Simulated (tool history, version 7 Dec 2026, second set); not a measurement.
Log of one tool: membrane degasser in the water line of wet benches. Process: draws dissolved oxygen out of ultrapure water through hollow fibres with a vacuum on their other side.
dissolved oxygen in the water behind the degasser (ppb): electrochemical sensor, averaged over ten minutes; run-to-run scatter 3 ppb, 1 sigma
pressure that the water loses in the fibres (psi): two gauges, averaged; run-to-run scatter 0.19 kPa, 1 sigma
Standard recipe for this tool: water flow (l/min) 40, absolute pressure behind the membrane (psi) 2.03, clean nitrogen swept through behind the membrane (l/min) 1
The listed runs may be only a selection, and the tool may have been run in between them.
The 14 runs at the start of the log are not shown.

run,day,water flow (l/min),absolute pressure behind the membrane (psi),clean nitrogen swept through behind the membrane (l/min),dissolved oxygen in the water behind the degasser (ppb),pressure that the water loses in the fibres (psi)
15,19.638,40,2.03,0.91,867.7,5.767
16,20.571,40,2.03,0.91,864.9,5.813
17,21.662,40,2.03,0.91,870.1,5.758
18,23.196,40,2.03,0.91,876.2,5.783
19,24.329,40,1.46,1,540.2,5.831
20,26.083,53,1.89,2.81,441.4,7.697
21,27.338,52,3.68,1,1843.3,7.53
22,28.208,37,2.32,0.52,1388.2,5.382
23,29.946,59,3.54,1,1930.4,8.582
24,30.871,40,1.64,0.52,978.3,5.846
25,32.45,40,1.64,0.52,982.4,5.802
26,34.112,40,1.64,0.52,983.6,5.858
27,35.35,40,2.03,1.97,484.9,5.749
28,36.125,35,2.03,0.44,1286.9,5.124
29,37.742,35,2.03,0.44,1281.1,5.094
30,38.708,28,2.03,0.69,811.6,4.112
31,39.5,38,2.35,1.17,816,5.567
32,40.821,37,3.61,1.02,1387,5.42
33,42.283,49,2.03,0.41,1647.8,7.169

Branching from run 33: 3 alternative next runs. What would each branch give?
A,43.196,54,4.63,0.57,?,?
B,43.196,40,3.38,1.06,?,?
C,43.196,49,2.03,1.52,?,?

run,dissolved oxygen in the water behind the degasser (ppb),pressure that the water loses in the fibres (psi)
A,3122.7,7.926
B,1353.5,5.838
C,709.2,7.185
The same runs, with their run-to-run variation unchanged, on a tool lacking any hidden condition would have given:
run,dissolved oxygen in the water behind the degasser (ppb),pressure that the water loses in the fibres (psi)
A,3122.7,7.839
B,1347,5.774
C,702.8,7.105

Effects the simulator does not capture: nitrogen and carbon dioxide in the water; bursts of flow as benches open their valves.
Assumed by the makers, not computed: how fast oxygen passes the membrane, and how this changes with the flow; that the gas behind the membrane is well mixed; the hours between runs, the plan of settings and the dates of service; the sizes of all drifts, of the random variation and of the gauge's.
